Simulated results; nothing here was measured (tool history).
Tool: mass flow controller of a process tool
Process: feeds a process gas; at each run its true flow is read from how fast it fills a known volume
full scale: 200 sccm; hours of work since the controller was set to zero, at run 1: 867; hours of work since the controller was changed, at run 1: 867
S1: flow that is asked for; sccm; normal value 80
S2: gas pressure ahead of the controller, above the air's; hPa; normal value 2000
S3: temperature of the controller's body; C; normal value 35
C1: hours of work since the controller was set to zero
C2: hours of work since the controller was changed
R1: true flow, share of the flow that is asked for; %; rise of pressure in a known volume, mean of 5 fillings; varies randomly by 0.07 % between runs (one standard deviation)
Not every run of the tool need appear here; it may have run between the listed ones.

run     hour   S1    S2  S3    C1     C2     R1
  1      0.0   80  2000  35   867    867  97.02
  2    305.8   80  2000  35  1077   1077  96.90
  3    694.3  167  2000  35  1343   1343  98.21
  4    933.1  167  2000  35  1507   1507  98.04
  5   1255.0   80  2000  35  1727   1727  96.64
  6   1506.4   55  2000  35  1899   1899  96.09
  7   2022.8   55  2000  35  2253   2253  95.99
  8   2309.6   80  2000  35  2450   2450  96.38
  9   2757.6   26  2000  35  2757   2757  94.84
 10   3177.4   26  2000  35  3044   3044  94.72
 11   3441.0   80  1500  35  3225   3225  96.22
 12   3881.7   80  1500  35  3527   3527  96.10
 13   4337.0   80  1750  35  3839   3839  95.78
 14   4746.8   80  1750  35  4119   4119  95.84
 15   5206.9   80  1750  35  4435   4435  95.67
 16   5621.5   80  1750  35  4719   4719  95.48
 17   5844.2   80  2000  35  4871   4871  95.37
 18   6082.3   80  2000  35  5034   5034  95.28
 19   6340.3   80  2000  35  5211   5211  95.17
 20   6613.3   80  2000  35  5398   5398  95.12
 21   6984.8   89  2000  35  5653   5653  95.23
 22   7216.1   80  2350  33  5811   5811  95.09
 23   7673.2   80  2350  33  6124   6124  94.94
 24   8099.7  119  2000  35  6416   6416  95.45
 25   8421.6  119  2000  35  6637   6637  95.44
 26   8762.5  182  1860  37  6870   6870  96.18
 27   9229.9   21  2000  35  7191   7191  91.52
 28   9474.2  116  1750  26  7358   7358  96.00
 29   9713.9   27  1920  33  7522   7522  92.16
 30  10199.5   80  1670  34  7855   7855  94.34
 31  10581.4   40  1780  38  8117   8117  92.39
     10699.6  -- controller's zero set anew
 32  10938.8   48  2730  25   164   8361  94.62
 33  11166.9   66  2770  35   320   8517  94.17
 34  11603.8   66  2770  35   619   8817  93.96
 35  11899.9   66  2770  35   822   9019  93.92
 36  12395.4   65  2770  35  1162   9359  93.65
 37  12899.5   65  2010  22  1507   9704  94.88
 38  13417.9   34  1450  29  1862  10059  93.49
 39  13942.8   80  1710  20  2222  10419  95.14

A few steps of R1 between consecutive runs. Split each: what settings, incoming material and random variation would produce without the hidden state, and what is left over for the hidden state, along with gauge scatter present in only one of the two compared results (measured, and without hidden state):
The tool's hidden condition here consists of: flow at rest that the sensor doesn't see, % of full scale; true flow over the shown one, %; drift of the gauge itself on true_pct, %.
Run 26 -> 27: S1 182 -> 21, S2 1860 -> 2000, S3 37 -> 35. R1 -4.66 %: hidden state -2.46, all else -2.20.
Run 27 -> 28: S1 21 -> 116, S2 2000 -> 1750, S3 35 -> 26. R1 +4.48 %: hidden state +2.11, all else +2.37.
Run 28 -> 29: S1 116 -> 27, S2 1750 -> 1920, S3 26 -> 33. R1 -3.84 %: hidden state -1.73, all else -2.11.
